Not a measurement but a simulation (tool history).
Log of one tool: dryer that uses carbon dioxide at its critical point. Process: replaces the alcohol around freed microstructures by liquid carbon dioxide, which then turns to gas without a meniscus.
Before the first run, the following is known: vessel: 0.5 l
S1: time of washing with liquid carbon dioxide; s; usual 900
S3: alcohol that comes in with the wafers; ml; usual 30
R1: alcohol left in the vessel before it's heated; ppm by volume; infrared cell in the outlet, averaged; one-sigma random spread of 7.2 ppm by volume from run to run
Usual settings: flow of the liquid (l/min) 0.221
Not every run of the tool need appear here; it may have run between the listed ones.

run 1 hour=0.0 | S1=900 flow_of_the_liquid_(l/min)=0.221 S3=30 | R1=529
run 2 hour=25.0 | S1=900 flow_of_the_liquid_(l/min)=0.221 S3=30 | R1=538
run 3 hour=41.5 | S1=900 flow_of_the_liquid_(l/min)=0.221 S3=30 | R1=545
run 4 hour=62.0 | S1=900 flow_of_the_liquid_(l/min)=0.221 S3=30 | R1=547
run 5 hour=81.5 | S1=900 flow_of_the_liquid_(l/min)=0.221 S3=30 | R1=560
run 6 hour=102.9 | S1=900 flow_of_the_liquid_(l/min)=0.221 S3=30 | R1=572
run 7 hour=127.7 | S1=900 flow_of_the_liquid_(l/min)=0.221 S3=30 | R1=601
run 8 hour=154.4 | S1=720 flow_of_the_liquid_(l/min)=0.322 S3=43 | R1=457
run 9 hour=180.1 | S1=1380 flow_of_the_liquid_(l/min)=0.188 S3=30 | R1=216
run 10 hour=204.3 | S1=1020 flow_of_the_liquid_(l/min)=0.188 S3=26 | R1=651
run 11 hour=225.3 | S1=540 flow_of_the_liquid_(l/min)=0.340 S3=46 | R1=1447
run 12 hour=247.8 | S1=600 flow_of_the_liquid_(l/min)=0.340 S3=46 | R1=953
run 13 hour=261.8 | S1=900 flow_of_the_liquid_(l/min)=0.181 S3=88 | R1=3996

Below, each run's measurement less what the same run would have read without the hidden state. Both values contain the same run-to-run variation, but the gauge's scatter may not be the same in both:
The hidden state here: flow that reaches the vessel past the clogged filter, %; alcohol in the recycled carbon dioxide, ppm; drift of the gauge itself on alcohol_ppm, %.
run=1 R1=+174
run=2 R1=+188
run=3 R1=+198
run=4 R1=+208
run=5 R1=+215
run=6 R1=+230
run=7 R1=+254
run=8 R1=+224
run=9 R1=+139
run=10 R1=+300
run=11 R1=+596
run=12 R1=+452
run=13 R1=+1527
